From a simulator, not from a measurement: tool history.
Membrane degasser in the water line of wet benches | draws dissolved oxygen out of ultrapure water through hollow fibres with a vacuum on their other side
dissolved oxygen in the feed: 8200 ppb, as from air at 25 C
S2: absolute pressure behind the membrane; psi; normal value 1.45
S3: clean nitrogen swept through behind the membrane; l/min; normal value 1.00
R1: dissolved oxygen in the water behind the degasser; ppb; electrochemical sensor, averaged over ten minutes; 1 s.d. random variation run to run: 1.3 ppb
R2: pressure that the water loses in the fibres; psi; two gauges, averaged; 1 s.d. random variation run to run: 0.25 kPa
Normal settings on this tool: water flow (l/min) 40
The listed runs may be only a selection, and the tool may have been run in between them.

{"run": 1, "day": 0.0, "water flow (l/min)": 40, "S2": 1.45, "S3": 1.0, "R1": 550.1, "R2": 10.066}
{"run": 2, "day": 11.983, "water flow (l/min)": 40, "S2": 1.45, "S3": 1.0, "R1": 548.9, "R2": 10.045}
{"run": 3, "day": 21.717, "water flow (l/min)": 40, "S2": 1.45, "S3": 1.0, "R1": 550.4, "R2": 10.118}
{"run": 4, "day": 28.758, "water flow (l/min)": 40, "S2": 1.45, "S3": 0.99, "R1": 555.3, "R2": 10.103}
{"run": 5, "day": 36.321, "water flow (l/min)": 40, "S2": 1.45, "S3": 0.99, "R1": 556.4, "R2": 10.169}
{"run": 6, "day": 48.925, "water flow (l/min)": 40, "S2": 1.45, "S3": 1.0, "R1": 551.5, "R2": 10.227}
{"run": 7, "day": 58.025, "water flow (l/min)": 40, "S2": 1.45, "S3": 1.0, "R1": 549.6, "R2": 10.235}
{"run": 8, "day": 71.517, "water flow (l/min)": 40, "S2": 1.45, "S3": 1.0, "R1": 555.1, "R2": 10.237}
{"run": 9, "day": 78.525, "water flow (l/min)": 27, "S2": 1.45, "S3": 1.0, "R1": 388.0, "R2": 6.915}
{"run": 10, "day": 90.733, "water flow (l/min)": 42, "S2": 1.45, "S3": 1.0, "R1": 583.5, "R2": 10.791}
{"run": 11, "day": 104.362, "water flow (l/min)": 40, "S2": 1.45, "S3": 1.09, "R1": 523.4, "R2": 10.343}
{"run": 12, "day": 115.746, "water flow (l/min)": 40, "S2": 1.45, "S3": 1.09, "R1": 526.6, "R2": 10.391}
{"run": 13, "day": 123.175, "water flow (l/min)": 40, "S2": 1.49, "S3": 1.0, "R1": 577.5, "R2": 10.318}
{"run": 14, "day": 129.417, "water flow (l/min)": 40, "S2": 1.49, "S3": 1.0, "R1": 581.2, "R2": 10.282}
{"day": 130.175, "done": "vacuum gauge calibrated"}
{"run": 15, "day": 139.692, "water flow (l/min)": 40, "S2": 1.49, "S3": 1.0, "R1": 585.0, "R2": 10.409}
{"run": 16, "day": 150.975, "water flow (l/min)": 40, "S2": 1.49, "S3": 1.0, "R1": 585.8, "R2": 10.398}
{"run": 17, "day": 159.183, "water flow (l/min)": 40, "S2": 1.49, "S3": 1.0, "R1": 586.5, "R2": 10.482}
{"day": 168.058, "done": "vacuum gauge calibrated, once more"}
{"run": 18, "day": 169.217, "water flow (l/min)": 40, "S2": 0.97, "S3": 0.69, "R1": 404.2, "R2": 10.512}
{"run": 19, "day": 181.608, "water flow (l/min)": 40, "S2": 0.97, "S3": 0.69, "R1": 403.3, "R2": 10.559}
{"day": 184.958, "done": "seals of the vacuum lines changed"}
{"run": 20, "day": 191.608, "water flow (l/min)": 50, "S2": 1.45, "S3": 1.71, "R1": 494.5, "R2": 13.119}
{"run": 21, "day": 204.112, "water flow (l/min)": 48, "S2": 1.1, "S3": 1.71, "R1": 342.3, "R2": 12.7}
{"run": 22, "day": 217.929, "water flow (l/min)": 48, "S2": 0.88, "S3": 0.73, "R1": 418.5, "R2": 12.676}
{"run": 23, "day": 225.267, "water flow (l/min)": 61, "S2": 1.94, "S3": 1.0, "R1": 1178.8, "R2": 16.273}
{"run": 24, "day": 236.304, "water flow (l/min)": 61, "S2": 1.94, "S3": 1.0, "R1": 1181.8, "R2": 16.262}
{"run": 25, "day": 247.083, "water flow (l/min)": 61, "S2": 1.94, "S3": 1.0, "R1": 1184.0, "R2": 16.311}
{"run": 26, "day": 255.688, "water flow (l/min)": 48, "S2": 1.45, "S3": 2.36, "R1": 388.4, "R2": 12.868}
{"run": 27, "day": 262.617, "water flow (l/min)": 34, "S2": 2.57, "S3": 2.55, "R1": 453.5, "R2": 9.101}
{"run": 28, "day": 272.079, "water flow (l/min)": 34, "S2": 2.57, "S3": 2.55, "R1": 450.7, "R2": 9.192}
{"run": 29, "day": 277.696, "water flow (l/min)": 34, "S2": 2.57, "S3": 2.55, "R1": 452.0, "R2": 9.195}
{"run": 30, "day": 288.538, "water flow (l/min)": 31, "S2": 1.71, "S3": 2.33, "R1": 278.0, "R2": 8.418}
{"run": 31, "day": 296.217, "water flow (l/min)": 25, "S2": 1.45, "S3": 2.13, "R1": 191.6, "R2": 6.808}
{"run": 32, "day": 306.333, "water flow (l/min)": 34, "S2": 2.77, "S3": 2.22, "R1": 552.0, "R2": 9.277}

Consider 4 possible next runs. They are alternatives, not a sequence: every one starts from the tool as it was left by run 32. What does each give?
{"run": "A", "day": 313.896, "water flow (l/min)": 29, "S2": 1.12, "S3": 2.22, "R1": "?", "R2": "?"}
{"run": "B", "day": 313.896, "water flow (l/min)": 34, "S2": 2.77, "S3": 0.79, "R1": "?", "R2": "?"}
{"run": "C", "day": 313.896, "water flow (l/min)": 33, "S2": 2.77, "S3": 0.58, "R1": "?", "R2": "?"}
{"run": "D", "day": 313.896, "water flow (l/min)": 40, "S2": 1.03, "S3": 2.09, "R1": "?", "R2": "?"}

run=A R1=150.6 R2=7.883
run=B R1=1224.4 R2=9.262
run=C R1=1470.1 R2=8.968
run=D R1=218.7 R2=10.931
With the hidden condition removed and each run's random variation left untouched, the same runs would have given:
run=A R1=140.8 R2=7.136
run=B R1=1207.6 R2=8.382
run=C R1=1455.0 R2=8.115
run=D R1=193.5 R2=9.894

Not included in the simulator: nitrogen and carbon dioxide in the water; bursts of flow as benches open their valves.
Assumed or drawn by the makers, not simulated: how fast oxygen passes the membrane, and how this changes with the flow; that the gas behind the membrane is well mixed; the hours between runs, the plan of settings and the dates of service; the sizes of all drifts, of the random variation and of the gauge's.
